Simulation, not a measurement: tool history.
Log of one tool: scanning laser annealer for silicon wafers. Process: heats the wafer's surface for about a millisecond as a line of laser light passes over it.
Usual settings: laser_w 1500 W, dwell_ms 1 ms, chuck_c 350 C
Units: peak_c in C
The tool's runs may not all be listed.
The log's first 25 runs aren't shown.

run 26 hour=280.7 | laser_w=1500 dwell_ms=1.25 chuck_c=327 | peak_c=1212
run 27 hour=292.6 | laser_w=1414 dwell_ms=1 chuck_c=352 | peak_c=1103
run 28 hour=304.6 | laser_w=1277 dwell_ms=0.89 chuck_c=322 | peak_c=961
run 29 hour=317.5 | laser_w=1393 dwell_ms=0.89 chuck_c=363 | peak_c=1062
run 30 hour=329.9 | laser_w=1393 dwell_ms=0.89 chuck_c=317 | peak_c=1017
run 31 hour=337.8 | laser_w=1416 dwell_ms=0.89 chuck_c=317 | peak_c=1025
run 32 hour=346 | laser_w=1416 dwell_ms=0.89 chuck_c=317 | peak_c=1028
run 33 hour=354.6 | laser_w=1284 dwell_ms=1.14 chuck_c=326 | peak_c=1043
run 34 hour=367.8 | laser_w=1324 dwell_ms=1.06 chuck_c=372 | peak_c=1089
-- hour=376.3 optics aligned, line set to its width
run 35 hour=386.1 | laser_w=1324 dwell_ms=1.06 chuck_c=372 | peak_c=1100
run 36 hour=400.5 | laser_w=1324 dwell_ms=1.06 chuck_c=372 | peak_c=1102
run 37 hour=409.5 | laser_w=1423 dwell_ms=1 chuck_c=350 | peak_c=1112
run 38 hour=418.5 | laser_w=1548 dwell_ms=1.03 chuck_c=350 | peak_c=1195
run 39 hour=429.6 | laser_w=1548 dwell_ms=1.03 chuck_c=350 | peak_c=1194
run 40 hour=445 | laser_w=1548 dwell_ms=1.03 chuck_c=350 | peak_c=1192

3 ways to go on from here, each from the tool as it stands after run 40. What would each give?
run A hour=451.3 | laser_w=1343 dwell_ms=0.83 chuck_c=350 | peak_c=?
run B hour=451.3 | laser_w=1648 dwell_ms=1.03 chuck_c=355 | peak_c=?
run C hour=451.3 | laser_w=1542 dwell_ms=1 chuck_c=318 | peak_c=?

run=A peak_c=1008
run=B peak_c=1254
run=C peak_c=1146
Without the tool's hidden state the same runs would have given:
run=A peak_c=1028
run=B peak_c=1282
run=C peak_c=1172
